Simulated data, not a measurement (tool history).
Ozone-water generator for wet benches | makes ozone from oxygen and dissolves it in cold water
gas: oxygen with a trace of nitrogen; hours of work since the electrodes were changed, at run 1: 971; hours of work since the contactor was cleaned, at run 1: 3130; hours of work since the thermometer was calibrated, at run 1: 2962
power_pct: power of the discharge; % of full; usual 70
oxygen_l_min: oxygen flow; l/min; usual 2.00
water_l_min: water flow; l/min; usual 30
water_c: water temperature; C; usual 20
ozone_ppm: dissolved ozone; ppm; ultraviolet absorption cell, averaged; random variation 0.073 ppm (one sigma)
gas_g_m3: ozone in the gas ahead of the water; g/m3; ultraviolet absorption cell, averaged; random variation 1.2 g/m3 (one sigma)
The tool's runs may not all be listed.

run,hour,power_pct,oxygen_l_min,water_l_min,water_c,hours of work since the electrodes were changed,hours of work since the contactor was cleaned,hours of work since the thermometer was calibrated,ozone_ppm,gas_g_m3
1,0.0,70,2.00,30,20,971,3130,2962,8.24,213.1
2,52.6,70,2.00,30,20,1018,3176,3008,8.32,215.5
3,118.9,70,2.00,30,20,1076,3234,3067,8.25,214.7
4,186.6,70,1.52,30,20,1135,3294,3126,7.81,257.4
5,259.3,70,1.52,30,20,1199,3357,3190,7.78,257.8
6,336.5,70,1.52,30,20,1267,3425,3258,7.86,256.8
7,410.6,70,1.52,30,20,1332,3490,3322,7.73,256.7
8,503.8,70,1.52,30,20,1414,3572,3404,7.92,257.6
9,577.6,90,1.52,30,20,1478,3637,3469,9.71,320.2
10,668.2,90,1.52,30,20,1558,3716,3549,9.70,324.2
11,719.1,90,1.52,30,20,1602,3761,3593,9.67,325.4
12,788.8,70,2.00,30,24,1664,3822,3654,7.95,216.9
13,841.0,70,2.00,30,24,1709,3868,3700,7.93,215.6
14,937.2,70,2.00,30,24,1794,3952,3785,7.95,215.0
15,1019.3,70,2.00,30,24,1866,4024,3857,8.15,217.5
16,1078.1,70,2.00,30,14,1917,4076,3908,8.40,215.8
17,1179.2,70,2.00,30,14,2006,4165,3997,8.37,218.5
18,1226.1,65,1.13,21,21,2047,4206,4038,9.82,294.1
19,1311.7,65,1.63,21,21,2122,4281,4113,10.50,232.8
20,1412.2,65,1.63,21,21,2211,4369,4201,10.46,232.0
21,1495.0,65,1.63,21,21,2283,4442,4274,10.30,234.8
# hour 1529.7: water thermometer calibrated
22,1565.0,65,1.13,24,21,2344,4503,31,8.67,291.1
23,1619.6,60,2.31,24,21,2392,4550,79,9.03,172.7
24,1710.4,60,2.31,24,21,2472,4630,159,9.00,173.0
25,1771.7,60,2.31,24,21,2526,4684,212,9.00,172.1
26,1876.4,88,2.00,30,15,2617,4776,304,10.24,263.3
27,1931.3,85,1.93,37,13,2666,4824,352,8.13,263.7
28,2028.8,86,2.00,26,20,2751,4910,438,11.41,261.6
29,2078.8,86,2.00,26,20,2795,4953,482,11.33,262.1
30,2191.3,54,1.91,32,23,2894,5052,581,5.91,177.4
31,2284.4,55,2.00,30,20,2975,5134,662,6.74,177.1
32,2339.2,56,1.36,30,22,3023,5182,710,6.14,229.4
33,2405.8,56,3.14,39,14,3082,5240,769,5.92,134.5

4 ways to go on from here, each from the tool as it stands after run 33. What would each give?
A,2467.3,56,1.03,39,14,3136,5294,823,?,?
B,2467.3,56,3.14,38,14,3136,5294,823,?,?
C,2467.3,56,2.65,34,17,3136,5294,823,?,?
D,2467.3,70,3.23,30,14,3136,5294,823,?,?

run,ozone_ppm,gas_g_m3
A,4.49,274.9
B,5.99,134.9
C,6.35,149.8
D,9.26,161.6
Without the tool's hidden state the same runs would have given:
run,ozone_ppm,gas_g_m3
A,4.50,269.0
B,6.00,132.0
C,6.36,146.6
D,9.28,158.1

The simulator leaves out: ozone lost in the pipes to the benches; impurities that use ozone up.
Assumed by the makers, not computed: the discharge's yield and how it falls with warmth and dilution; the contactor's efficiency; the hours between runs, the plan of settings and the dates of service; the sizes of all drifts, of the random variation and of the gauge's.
